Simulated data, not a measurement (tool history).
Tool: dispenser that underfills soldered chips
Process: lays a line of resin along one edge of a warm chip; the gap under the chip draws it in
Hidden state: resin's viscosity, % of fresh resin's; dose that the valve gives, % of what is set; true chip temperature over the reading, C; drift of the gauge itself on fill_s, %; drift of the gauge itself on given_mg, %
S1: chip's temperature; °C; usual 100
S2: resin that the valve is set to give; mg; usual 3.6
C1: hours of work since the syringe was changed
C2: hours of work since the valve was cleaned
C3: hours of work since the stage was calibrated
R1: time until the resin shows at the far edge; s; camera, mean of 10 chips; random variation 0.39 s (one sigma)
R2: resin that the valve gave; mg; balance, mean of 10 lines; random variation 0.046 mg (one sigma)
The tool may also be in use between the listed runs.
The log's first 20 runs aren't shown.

| run | hour | S1 | S2 | C1 | C2 | C3 | R1 | R2 |
|---|---|---|---|---|---|---|---|---|
| 21 | 82.3 | 85 | 4.52 | 7 | 66 | 78 | 73.1 | 4.2 |
|  | 85.3 | new syringe of resin |
| 22 | 85.3 | 91 | 3.54 | 0 | 68 | 80 | 34 | 3.32 |
| 23 | 87.8 | 109 | 4.42 | 2 | 69 | 81 | 23.3 | 4.17 |
| 24 | 92.1 | 109 | 4.62 | 5 | 72 | 84 | 29.7 | 4.24 |
| 25 | 96.2 | 115 | 3.6 | 7 | 75 | 87 | 34 | 3.41 |
|  | 98.6 | new syringe of resin |
| 26 | 101.2 | 115 | 3.6 | 2 | 78 | 90 | 19.7 | 3.32 |
| 27 | 104 | 91 | 4.09 | 4 | 80 | 92 | 45.7 | 3.82 |
|  | 107.8 | dispensing valve cleaned and set on the balance |
| 28 | 109 | 107 | 4.14 | 6 | 1 | 95 | 36.4 | 4.16 |
|  | 113 | new syringe of resin |
| 29 | 113 | 107 | 4.14 | 0 | 3 | 98 | 21.2 | 4.14 |
| 30 | 117.8 | 91 | 3.13 | 3 | 7 | 101 | 44.5 | 3.14 |
| 31 | 121.6 | 106 | 3.6 | 6 | 9 | 104 | 36.5 | 3.52 |

4 ways to go on from here, each from the tool as it stands after run 31. What would each give?
| A | 125.3 | 98 | 3.41 | 8 | 12 | 106 | ? | ? |
| B | 125.3 | 106 | 3.25 | 8 | 12 | 106 | ? | ? |
| C | 125.3 | 111 | 3.6 | 8 | 12 | 106 | ? | ? |
| D | 125.3 | 95 | 4.23 | 8 | 12 | 106 | ? | ? |

| run | R1 | R2 |
|---|---|---|
| A | 57.3 | 3.41 |
| B | 45.4 | 3.25 |
| C | 39 | 3.57 |
| D | 59.9 | 4.22 |
Without the tool's hidden state the same runs would have given:
| run | R1 | R2 |
|---|---|---|
| A | 26.9 | 3.44 |
| B | 20.9 | 3.29 |
| C | 18.4 | 3.61 |
| D | 27.8 | 4.26 |
